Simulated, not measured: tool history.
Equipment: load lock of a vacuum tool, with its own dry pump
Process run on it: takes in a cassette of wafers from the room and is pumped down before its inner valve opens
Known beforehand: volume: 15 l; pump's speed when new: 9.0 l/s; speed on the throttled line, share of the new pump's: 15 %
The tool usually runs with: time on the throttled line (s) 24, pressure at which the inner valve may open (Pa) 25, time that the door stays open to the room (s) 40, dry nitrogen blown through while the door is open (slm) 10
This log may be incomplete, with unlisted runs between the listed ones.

| run | hour | time on the throttled line (s) | pressure at which the inner valve may open (Pa) | time that the door stays open to the room (s) | dry nitrogen blown through while the door is open (slm) | incoming humidity of the room's air, % | time from the closed door until the inner valve may open (s) | rise of the pressure with all valves shut (Pa/min) |
|---|---|---|---|---|---|---|---|---|
| 1 | 0 | 24 | 25 | 40 | 10 | 49 | 37.5 | 0.107 |
| 2 | 407.6 | 24 | 25 | 189 | 10 | 44.8 | 37.4 | 0.248 |
| 3 | 837.7 | 30 | 25 | 40 | 10 | 47.1 | 42.3 | 0.118 |
| 4 | 1113.7 | 30 | 25 | 40 | 10 | 42.7 | 42.8 | 0.112 |
| 5 | 1558.3 | 30 | 20 | 40 | 10 | 43.3 | 42.9 | 0.119 |
| 6 | 1832.5 | 30 | 20 | 36 | 10 | 43.6 | 43 | 0.116 |
| 7 | 2042.7 | 30 | 20 | 36 | 10 | 42.3 | 43.1 | 0.119 |
|  | 2391.5 | dry pump taken out, an overhauled one fitted |
| 8 | 2396.1 | 30 | 20 | 36 | 10 | 47.4 | 39.7 | 0.135 |
| 9 | 2611.9 | 30 | 20 | 36 | 10 | 45.8 | 40.3 | 0.134 |
| 10 | 2856.6 | 30 | 20 | 36 | 10 | 42.9 | 39.5 | 0.129 |
| 11 | 3162.1 | 30 | 20 | 36 | 10 | 45.6 | 40 | 0.147 |
| 12 | 3534.2 | 30 | 20 | 36 | 10 | 46.4 | 40 | 0.145 |
| 13 | 3995.6 | 30 | 24 | 36 | 10 | 44.2 | 39.6 | 0.153 |
| 14 | 4381.3 | 30 | 24 | 36 | 10 | 41 | 39.6 | 0.156 |
| 15 | 4659.8 | 30 | 24 | 181 | 10 | 47 | 39.2 | 0.319 |
| 16 | 4846 | 24 | 25 | 40 | 10 | 43.2 | 34.9 | 0.174 |
| 17 | 5189.8 | 24 | 25 | 40 | 10 | 43.8 | 34 | 0.183 |
| 18 | 5626.3 | 24 | 23 | 40 | 10 | 47.1 | 35 | 0.197 |
| 19 | 5892.3 | 24 | 23 | 40 | 10 | 42.5 | 34.9 | 0.205 |
| 20 | 6129.8 | 36 | 23 | 40 | 10 | 44.2 | 45.3 | 0.203 |
| 21 | 6590 | 20 | 25 | 166 | 10 | 43.5 | 31.7 | 0.334 |
| 22 | 6994 | 18 | 39 | 40 | 10 | 46.6 | 29.3 | 0.23 |
| 23 | 7210.7 | 24 | 25 | 27 | 10 | 42.6 | 35.1 | 0.218 |
| 24 | 7587.8 | 24 | 42 | 103 | 10 | 44.1 | 34.5 | 0.305 |
| 25 | 8046.1 | 38 | 41 | 88 | 6 | 46.8 | 45.9 | 0.33 |
| 26 | 8322.5 | 38 | 39 | 88 | 6 | 44.5 | 45.6 | 0.33 |
| 27 | 8523.1 | 24 | 37 | 40 | 16 | 41.8 | 34.6 | 0.263 |
| 28 | 8876.7 | 24 | 37 | 40 | 9 | 46.2 | 34.9 | 0.29 |
| 29 | 9174.5 | 24 | 37 | 79 | 9 | 44 | 34.5 | 0.337 |
| 30 | 9388.1 | 22 | 25 | 30 | 7 | 49.1 | 34.5 | 0.297 |
| 31 | 9648.8 | 23 | 19 | 40 | 10 | 44.8 | 35 | 0.303 |
| 32 | 10066.4 | 24 | 25 | 79 | 4 | 44.7 | 35.1 | 0.383 |
|  | 10259.8 | door's seal changed, seat wiped |
| 33 | 10346.4 | 24 | 25 | 79 | 4 | 44.3 | 36.2 | 0.135 |
| 34 | 10797.1 | 24 | 25 | 79 | 4 | 43.1 | 35.9 | 0.136 |
| 35 | 11084.9 | 24 | 30 | 79 | 6 | 46.4 | 35.3 | 0.144 |
| 36 | 11387.8 | 16 | 19 | 165 | 37 | 44.6 | 30.3 | 0.133 |
| 37 | 11787.3 | 16 | 19 | 165 | 37 | 44.3 | 29.8 | 0.142 |

Branching from run 37: 3 alternative next runs. What would each branch give?
| A | 12082.7 | 24 | 25 | 26 | 10 | 42.7 | ? | ? |
| B | 12082.7 | 16 | 19 | 25 | 37 | 44.8 | ? | ? |
| C | 12082.7 | 24 | 21 | 29 | 11 | 40 | ? | ? |

| run | time from the closed door until the inner valve may open (s) | rise of the pressure with all valves shut (Pa/min) |
|---|---|---|
| A | 35.6 | 0.072 |
| B | 29.8 | 0.057 |
| C | 36.3 | 0.069 |
Take away the tool's hidden state, keep each run's random variation, and the runs would have read:
| run | time from the closed door until the inner valve may open (s) | rise of the pressure with all valves shut (Pa/min) |
|---|---|---|
| A | 33.7 | 0.06 |
| B | 27.6 | 0.044 |
| C | 34.4 | 0.057 |

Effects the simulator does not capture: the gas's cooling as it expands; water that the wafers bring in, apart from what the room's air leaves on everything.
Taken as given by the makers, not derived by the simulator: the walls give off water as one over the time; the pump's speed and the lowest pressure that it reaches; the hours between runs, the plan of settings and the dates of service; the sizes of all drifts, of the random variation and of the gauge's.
